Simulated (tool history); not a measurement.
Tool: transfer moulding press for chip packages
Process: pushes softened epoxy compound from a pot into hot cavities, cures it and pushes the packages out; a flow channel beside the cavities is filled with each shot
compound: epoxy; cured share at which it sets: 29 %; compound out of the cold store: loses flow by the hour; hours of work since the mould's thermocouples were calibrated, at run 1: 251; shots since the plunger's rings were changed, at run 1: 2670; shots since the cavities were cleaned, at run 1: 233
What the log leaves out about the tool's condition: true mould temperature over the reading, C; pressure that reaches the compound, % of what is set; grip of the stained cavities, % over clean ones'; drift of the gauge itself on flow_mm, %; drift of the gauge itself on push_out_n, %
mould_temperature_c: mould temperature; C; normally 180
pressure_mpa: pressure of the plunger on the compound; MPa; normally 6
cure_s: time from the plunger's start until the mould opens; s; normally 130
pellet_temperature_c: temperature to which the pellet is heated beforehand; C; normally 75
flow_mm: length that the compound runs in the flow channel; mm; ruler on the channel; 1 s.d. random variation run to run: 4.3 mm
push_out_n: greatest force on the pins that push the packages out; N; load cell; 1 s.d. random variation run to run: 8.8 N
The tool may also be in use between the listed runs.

run	hour	mould_temperature_c	pressure_mpa	cure_s	pellet_temperature_c	hours of work since the mould's thermocouples were calibrated	shots since the plunger's rings were changed	shots since the cavities were cleaned	incoming compound's hours out of the cold store	flow_mm	push_out_n
1	0	180	6	130	75	251	2670	233	26.5	743	465
# hour 39.2: plunger's sealing rings changed
2	85.5	180	6	130	75	300	373	901	25.1	777	566
# hour 110.5: cavities cleaned with cleaning compound and waxed
3	134.4	180	6	130	74	327	755	193	19.9	800	680
4	170.7	180	6	140	75	348	1047	485	16.8	806	605
5	209.6	180	6	130	75	371	1361	799	16.6	808	679
# hour 248.1: cavities cleaned with cleaning compound and waxed
6	249.2	180	6	130	75	393	1667	9	43.3	693	412
# hour 304.8: cavities cleaned with cleaning compound and waxed, once more
7	310.7	180	6	130	75	428	2150	47	11.6	811	422
8	381.4	180	6	130	75	469	2719	616	34.9	709	546
# hour 411.4: plunger's sealing rings changed
# hour 448.5: cavities cleaned with cleaning compound and waxed
9	453.4	180	6	130	75	508	326	39	22	789	431
# hour 459.7: mould's thermocouples calibrated
10	504.3	180	6	130	75	26	720	433	17.7	810	525
11	577.6	182	6	130	70	69	1311	1024	34	721	531
# hour 587.1: cavities cleaned with cleaning compound and waxed
12	632.7	180	6	159	75	100	1742	368	10.3	833	440
13	672.7	176	6	121	75	123	2064	690	18.9	802	822
# hour 724.6: cavities cleaned with cleaning compound and waxed
14	733.5	177	6.17	123	79	157	2541	71	44.3	699	527
# hour 786.6: plunger's sealing rings changed
15	814.3	177	6.17	123	79	203	223	702	30.4	786	731
# hour 867.7: cavities cleaned with cleaning compound and waxed
16	891.7	176	7.27	120	79	247	834	193	8.1	966	755
17	935.8	176	7.27	120	79	273	1189	548	47.1	768	767
# hour 1007.3: cavities cleaned with cleaning compound and waxed
18	1009.9	180	5.32	130	73	315	1774	21	37.4	671	400
19	1095.7	187	6	130	75	365	2465	712	23	741	473

Table of differences, measured result less the result of that run with no hidden state. Run-to-run variation is the same in both. Gauge scatter possibly is not:
run	flow_mm	push_out_n
1	-31	+68
2	-6	+167
3	-10	+276
4	-15	+236
5	-19	+257
6	-20	+23
7	-29	+27
8	-33	+144
9	-5	+24
10	-11	+113
11	-16	+163
12	-24	+86
13	-28	+233
14	-30	+47
15	-2	+212
16	-9	+145
17	-12	+214
18	-17	+23
19	-28	+132
